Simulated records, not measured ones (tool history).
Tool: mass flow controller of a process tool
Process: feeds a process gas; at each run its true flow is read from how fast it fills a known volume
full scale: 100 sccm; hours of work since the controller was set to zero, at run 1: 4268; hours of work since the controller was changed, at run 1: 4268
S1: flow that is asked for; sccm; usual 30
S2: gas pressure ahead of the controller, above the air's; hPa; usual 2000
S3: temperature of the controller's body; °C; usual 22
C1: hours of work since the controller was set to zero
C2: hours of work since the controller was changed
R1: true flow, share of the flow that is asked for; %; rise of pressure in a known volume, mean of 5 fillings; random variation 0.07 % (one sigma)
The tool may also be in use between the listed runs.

run    hour  S1    S2  S3    C1    C2     R1
  1       0  30  2000  22  4268  4268  91.75
      308.5  -- controller's zero set anew
  2   308.5  30  2000  29     0  4504  90.13
  3   562.2  30  2000  29   194  4697  89.87
  4     830  30  2000  30   398  4902  89.62
  5   981.7  30  2000  30   514  5018  89.22
     1124.5  -- controller's zero set anew, once more
  6  1206.4  30  2000  22    63  5189  95.91
  7  1454.8  30  2000  22   252  5379  95.72
  8  1600.5  35  2000  22   364  5490   95.6
  9  1875.8  35  2000  22   574  5700  95.46
 10  2033.3  21  2000  22   694  5821  94.39
 11  2255.4  30  2000  38   864  5990  95.25
       2361  -- controller exchanged for a calibrated one
 12  2400.3  36  2000  22    30    30  98.38
 13  2696.7  30  2650  22   256   256  97.73
 14  2879.8  13  2000  22   396   396  96.58
 15  3126.8  23  1570  38   585   585  97.75
 16  3373.6  88  2090  25   773   773  99.01
 17  3532.2  35  2760  20   895   895  96.79
 18  3843.3  20  2050  27  1132  1132   95.8
 19  4088.3  16  2000  25  1319  1319  94.63
 20  4269.5  12  2000  22  1458  1458   93.2
 21  4467.3  25  2000  22  1609  1609  95.34
 22  4754.7  25  2000  22  1828  1828  95.01
 23  4905.2  14  1940  31  1943  1943  92.71
 24  5206.2  14  1940  31  2173  2173  92.08
 25  5334.6  14  2480  31  2271  2271  91.47
 26  5592.8  48  2480  31  2469  2469  96.05
 27  5838.5  13  2000  22  2656  2656  89.75

Hidden state at the last listed run before each entry between runs and at the first one after, where it differs:
Between runs 1 and 2: controller's zero set anew (hour 308.5)
  flow at rest that the sensor doesn't see, % of full scale: -1.416 -> -1.964; true flow over the shown one, %: -2.02 -> -2.13
  measured less the result without the state, R1: -6.74 -> -8.68 %
Between runs 5 and 6: controller's zero set anew, once more (hour 1124.5)
  flow at rest that the sensor doesn't see, % of full scale: -2.115 -> -0.055; true flow over the shown one, %: -2.37 -> -2.45
  measured less the result without the state, R1: -9.41 -> -2.63 %
Between runs 11 and 12: controller exchanged for a calibrated one (hour 2361)
  flow at rest that the sensor doesn't see, % of full scale: -0.314 -> -0.07; true flow over the shown one, %: -2.81 -> 0
  measured less the result without the state, R1: -3.87 -> -0.19 %
